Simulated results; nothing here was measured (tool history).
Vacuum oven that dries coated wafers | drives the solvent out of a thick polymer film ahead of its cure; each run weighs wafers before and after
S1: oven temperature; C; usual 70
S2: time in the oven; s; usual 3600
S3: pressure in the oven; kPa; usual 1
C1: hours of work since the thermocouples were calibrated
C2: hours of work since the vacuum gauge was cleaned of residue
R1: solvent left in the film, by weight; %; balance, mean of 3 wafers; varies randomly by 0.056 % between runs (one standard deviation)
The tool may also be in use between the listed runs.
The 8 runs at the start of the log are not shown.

Run 9, hour 75.4: usual settings; C1 80; C2 166. Result: R1 2.45 %.
Run 10, hour 87.8: usual settings; C1 88; C2 174. Result: R1 2.42 %.
At hour 89.8: vacuum gauge cleaned of residue and calibrated.
Run 11, hour 96.8: usual settings but S3 0.72 kPa; C1 92; C2 4. Result: R1 2.22 %.
Run 12, hour 106.3: usual settings but S3 0.72 kPa; C1 98; C2 10. Result: R1 2.13 %.
Run 13, hour 115.7: usual settings but S2 3240 s; C1 104; C2 16. Result: R1 2.82 %.
Run 14, hour 122.4: usual settings but S2 3240 s; C1 108; C2 20. Result: R1 2.91 %.
Run 15, hour 129.3: usual settings but S1 71 C; C1 112; C2 24. Result: R1 2.18 %.
Run 16, hour 136.7: usual settings but S1 71 C; C1 117; C2 29. Result: R1 2.13 %.
Run 17, hour 143.5: usual settings but S1 71 C; C1 121; C2 33. Result: R1 2.26 %.
At hour 148.6: vacuum gauge cleaned of residue and calibrated, once more.
Run 18, hour 150.5: usual settings but S1 71 C; C1 124; C2 1. Result: R1 2.2 %.
Run 19, hour 156.3: usual settings but S1 75 C, S3 3.38 kPa; C1 128; C2 5. Result: R1 2.52 %.
Run 20, hour 168.7: usual settings but S1 75 C, S2 5100 s, S3 1.02 kPa; C1 135; C2 12. Result: R1 0.88 %.
Run 21, hour 177.8: usual settings but S1 71 C, S2 2640 s, S3 2.78 kPa; C1 141; C2 18. Result: R1 4.53 %.
Run 22, hour 183.1: usual settings but S1 55 C; C1 144; C2 21. Result: R1 8.97 %.
Run 23, hour 194.5: usual settings but S1 55 C; C1 151; C2 28. Result: R1 9.05 %.
Run 24, hour 207: usual settings but S1 75 C; C1 159; C2 36. Result: R1 1.29 %.
Run 25, hour 212.5: usual settings but S1 68 C, S2 2580 s; C1 162; C2 39. Result: R1 4.81 %.
Run 26, hour 220.4: usual settings but S1 68 C, S2 2580 s; C1 167; C2 44. Result: R1 4.75 %.
Run 27, hour 232: usual settings but S2 4620 s, S3 2.12 kPa; C1 174; C2 51. Result: R1 2.38 %.
Run 28, hour 242.3: usual settings but S1 80 C, S2 4620 s, S3 0.74 kPa; C1 180; C2 57. Result: R1 0.41 %.
Run 29, hour 248: usual settings but S1 67 C; C1 184; C2 61. Result: R1 3.46 %.
Run 30, hour 255.2: usual settings but S1 67 C; C1 188; C2 65. Result: R1 3.5 %.
Run 31, hour 267.9: usual settings but S1 83 C, S2 4620 s, S3 0.52 kPa; C1 196; C2 73. Result: R1 0.22 %.
Run 32, hour 280.8: usual settings but S1 77 C, S2 2460 s, S3 0.52 kPa; C1 204; C2 81. Result: R1 1.64 %.
Run 33, hour 286.2: usual settings but S3 0.59 kPa; C1 207; C2 84. Result: R1 2.19 %.

Alternative continuations, all from the tool just after run 33; predict every row:
Run A, hour 298.4: usual settings but S1 57 C, S2 5280 s, S3 0.58 kPa; C1 215; C2 92. Result: R1 ?.
Run B, hour 298.4: usual settings but S2 5460 s, S3 1.39 kPa; C1 215; C2 92. Result: R1 ?.
Run C, hour 298.4: usual settings but S1 63 C, S2 2220 s, S3 0.59 kPa; C1 215; C2 92. Result: R1 ?.
Run D, hour 298.4: usual settings but S1 73 C, S3 0.74 kPa; C1 215; C2 92. Result: R1 ?.
Run E, hour 298.4: usual settings but S1 58 C, S3 1.34 kPa; C1 215; C2 92. Result: R1 ?.

run    R1
  A  5.42
  B  1.52
  C  7.95
  D  1.51
  E  7.78
Without the tool's hidden state the same runs would have given:
run    R1
  A  5.39
  B  1.49
  C  7.93
  D  1.49
  E  7.76

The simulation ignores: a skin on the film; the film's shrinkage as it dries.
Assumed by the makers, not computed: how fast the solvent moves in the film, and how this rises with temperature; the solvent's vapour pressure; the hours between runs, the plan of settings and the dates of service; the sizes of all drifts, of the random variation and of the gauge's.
